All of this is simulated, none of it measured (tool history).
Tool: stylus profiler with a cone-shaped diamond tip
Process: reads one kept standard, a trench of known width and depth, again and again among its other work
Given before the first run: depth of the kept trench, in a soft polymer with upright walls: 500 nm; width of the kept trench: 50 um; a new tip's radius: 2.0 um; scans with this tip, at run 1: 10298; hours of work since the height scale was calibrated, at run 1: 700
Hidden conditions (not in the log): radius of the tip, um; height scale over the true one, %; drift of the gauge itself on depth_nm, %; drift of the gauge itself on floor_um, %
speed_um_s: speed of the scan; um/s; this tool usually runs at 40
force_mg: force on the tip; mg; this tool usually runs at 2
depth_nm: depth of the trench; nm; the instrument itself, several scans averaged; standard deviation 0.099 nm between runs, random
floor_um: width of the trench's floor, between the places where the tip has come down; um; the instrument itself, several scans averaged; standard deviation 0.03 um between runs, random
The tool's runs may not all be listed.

run,hour,speed_um_s,force_mg,scans with this tip,hours of work since the height scale was calibrated,depth_nm,floor_um
1,0,40,2,10298,700,504.5,46.03
2,39.5,40,2,10584,719,504.49,45.92
3,62.7,100,2,10752,730,504.48,45.58
4,103.3,100,2,11047,750,504.49,45.58
5,141.9,126,2,11326,769,504.44,45.42
6,178.8,126,2,11593,788,504.41,45.31
7,210.2,40,4.41,11821,803,507.15,45.88
8,238.1,40,4.41,12023,817,507.41,45.85
9,258.7,40,4.41,12173,827,507.31,45.85
10,290.9,40,4.41,12406,843,507.31,45.85
11,315.7,40,4.41,12586,855,507.14,45.8
12,355,40,4.41,12870,874,507.45,45.76
13,375.6,40,4.41,13020,885,507.37,45.8
14,409.6,40,2,13267,901,504.53,45.72
15,446.5,40,2,13533,919,504.7,45.64
16,468.3,40,2,13692,930,504.53,45.68
17,500.1,40,2,13922,946,504.67,45.61
18,530.7,40,2,14144,961,504.54,45.58
19,560.9,40,2,14363,976,504.67,45.64
20,580.8,150,1.32,14507,986,503.74,44.8
# hour 603.8: new tip fitted, height scale calibrated
21,620.7,158,2,123,8,503.29,46.42
22,662.7,26,1.2,427,29,502.48,47.06
23,700.2,140,3.94,699,47,505.82,46.65
24,724.6,18,2.53,875,59,504.4,47.13
25,751.7,17,4.78,1072,73,506.75,47.11
26,778.7,35,2,1268,86,503.56,46.96
27,805.6,35,2,1463,99,503.83,46.93
28,837.1,84,5.75,1691,115,507.82,46.82
29,857.5,14,4.94,1839,125,506.94,46.98
30,892.5,40,1.65,2092,142,503.06,46.73
31,929.9,60,1.29,2363,161,502.77,46.58
32,952.2,37,3.23,2525,172,505.28,46.75
33,981.9,51,1.89,2740,186,503.67,46.64
34,1014.4,14,4.07,2976,202,505.99,46.82
35,1049.4,45,3.4,3230,219,505.58,46.77
36,1083.7,23,2,3478,236,503.67,46.76
37,1112.9,26,2,3690,251,503.77,46.68
38,1140.1,97,1.17,3887,264,502.64,46.11

What would each run have given without the hidden state, its run-to-run variation left as it was?
run,depth_nm,floor_um
1,504.01,47.2
2,503.99,47.12
3,503.97,46.8
4,503.96,46.83
5,503.89,46.7
6,503.85,46.61
7,506.57,47.2
8,506.82,47.18
9,506.71,47.2
10,506.69,47.22
11,506.52,47.19
12,506.81,47.17
13,506.72,47.23
14,503.87,47.17
15,504.03,47.12
16,503.85,47.17
17,503.96,47.12
18,503.82,47.12
19,503.94,47.19
20,503,46.37
21,503.62,46.47
22,502.78,47.15
23,506.12,46.78
24,504.68,47.29
25,507.02,47.3
26,503.82,47.17
27,504.07,47.17
28,508.05,47.09
29,507.16,47.27
30,503.27,47.05
31,502.96,46.93
32,505.46,47.13
33,503.84,47.04
34,506.15,47.26
35,505.72,47.23
36,503.79,47.25
37,503.88,47.2
38,502.73,46.65

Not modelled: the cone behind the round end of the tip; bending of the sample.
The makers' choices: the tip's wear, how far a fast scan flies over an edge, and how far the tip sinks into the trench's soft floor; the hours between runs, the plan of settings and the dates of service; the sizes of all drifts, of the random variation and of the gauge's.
